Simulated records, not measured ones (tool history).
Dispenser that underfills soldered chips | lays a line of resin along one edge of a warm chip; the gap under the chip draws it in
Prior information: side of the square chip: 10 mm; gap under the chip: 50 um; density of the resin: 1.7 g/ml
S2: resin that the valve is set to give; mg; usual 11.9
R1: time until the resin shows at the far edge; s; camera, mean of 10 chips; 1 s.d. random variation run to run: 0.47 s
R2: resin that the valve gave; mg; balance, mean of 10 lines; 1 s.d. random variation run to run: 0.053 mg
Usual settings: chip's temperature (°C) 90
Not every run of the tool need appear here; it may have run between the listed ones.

{"run": 1, "hour": 0.0, "chip's temperature (°C)": 90, "S2": 11.9, "R1": 71.6, "R2": 11.84}
{"hour": 2.5, "done": "new syringe of resin"}
{"run": 2, "hour": 4.5, "chip's temperature (°C)": 91, "S2": 11.9, "R1": 40, "R2": 11.79}
{"run": 3, "hour": 7.0, "chip's temperature (°C)": 91, "S2": 11.9, "R1": 45.6, "R2": 11.8}
{"run": 4, "hour": 10.2, "chip's temperature (°C)": 91, "S2": 11.9, "R1": 51.5, "R2": 11.81}
{"run": 5, "hour": 15.8, "chip's temperature (°C)": 90, "S2": 12.1, "R1": 64.3, "R2": 11.97}
{"run": 6, "hour": 19.2, "chip's temperature (°C)": 90, "S2": 11.9, "R1": 75.3, "R2": 11.69}
{"hour": 19.9, "done": "new syringe of resin"}
{"run": 7, "hour": 23.0, "chip's temperature (°C)": 90, "S2": 11.3, "R1": 45.3, "R2": 11.06}
{"run": 8, "hour": 27.2, "chip's temperature (°C)": 90, "S2": 11.9, "R1": 52.8, "R2": 11.72}
{"run": 9, "hour": 31.8, "chip's temperature (°C)": 90, "S2": 11.9, "R1": 63.8, "R2": 11.71}
{"run": 10, "hour": 34.7, "chip's temperature (°C)": 90, "S2": 11.9, "R1": 72.3, "R2": 11.61}
{"hour": 37.3, "done": "new syringe of resin"}
{"run": 11, "hour": 39.8, "chip's temperature (°C)": 90, "S2": 11.9, "R1": 43.2, "R2": 11.56}
{"run": 12, "hour": 42.9, "chip's temperature (°C)": 90, "S2": 11.9, "R1": 48.6, "R2": 11.49}
{"run": 13, "hour": 48.1, "chip's temperature (°C)": 90, "S2": 11.9, "R1": 59.4, "R2": 11.55}
{"run": 14, "hour": 52.8, "chip's temperature (°C)": 77, "S2": 10.5, "R1": 110.8, "R2": 10.16}
{"hour": 55.0, "done": "new syringe of resin"}
{"run": 15, "hour": 56.8, "chip's temperature (°C)": 77, "S2": 10.5, "R1": 63.4, "R2": 10.17}
{"run": 16, "hour": 62.5, "chip's temperature (°C)": 98, "S2": 15.5, "R1": 40.9, "R2": 14.82}
{"run": 17, "hour": 67.8, "chip's temperature (°C)": 96, "S2": 15.4, "R1": 53.5, "R2": 14.69}
{"run": 18, "hour": 71.4, "chip's temperature (°C)": 96, "S2": 15.4, "R1": 61.6, "R2": 14.71}
{"hour": 72.8, "done": "new syringe of resin"}
{"run": 19, "hour": 75.8, "chip's temperature (°C)": 91, "S2": 15.4, "R1": 41.4, "R2": 14.68}
{"run": 20, "hour": 81.1, "chip's temperature (°C)": 91, "S2": 15.4, "R1": 50.1, "R2": 14.71}
{"run": 21, "hour": 84.6, "chip's temperature (°C)": 80, "S2": 14.2, "R1": 79.5, "R2": 13.48}
{"run": 22, "hour": 87.4, "chip's temperature (°C)": 94, "S2": 11.9, "R1": 62.4, "R2": 11.25}
{"hour": 90.3, "done": "new syringe of resin"}
{"run": 23, "hour": 91.7, "chip's temperature (°C)": 88, "S2": 10.5, "R1": 46.2, "R2": 9.82}
{"run": 24, "hour": 97.1, "chip's temperature (°C)": 88, "S2": 10.5, "R1": 57.5, "R2": 9.97}

Forecast each of these 3 alternatives for the next run:
{"run": "A", "hour": 99.9, "chip's temperature (°C)": 83, "S2": 11.8, "R1": "?", "R2": "?"}
{"run": "B", "hour": 99.9, "chip's temperature (°C)": 96, "S2": 11.8, "R1": "?", "R2": "?"}
{"run": "C", "hour": 99.9, "chip's temperature (°C)": 93, "S2": 11.9, "R1": "?", "R2": "?"}

run=A R1=69.6 R2=11.18
run=B R1=49.5 R2=11.12
run=C R1=53 R2=11.16
What these runs would have given with no unlogged condition in the tool:
run=A R1=44 R2=11.86
run=B R1=31.6 R2=11.8
run=C R1=33.7 R2=11.84
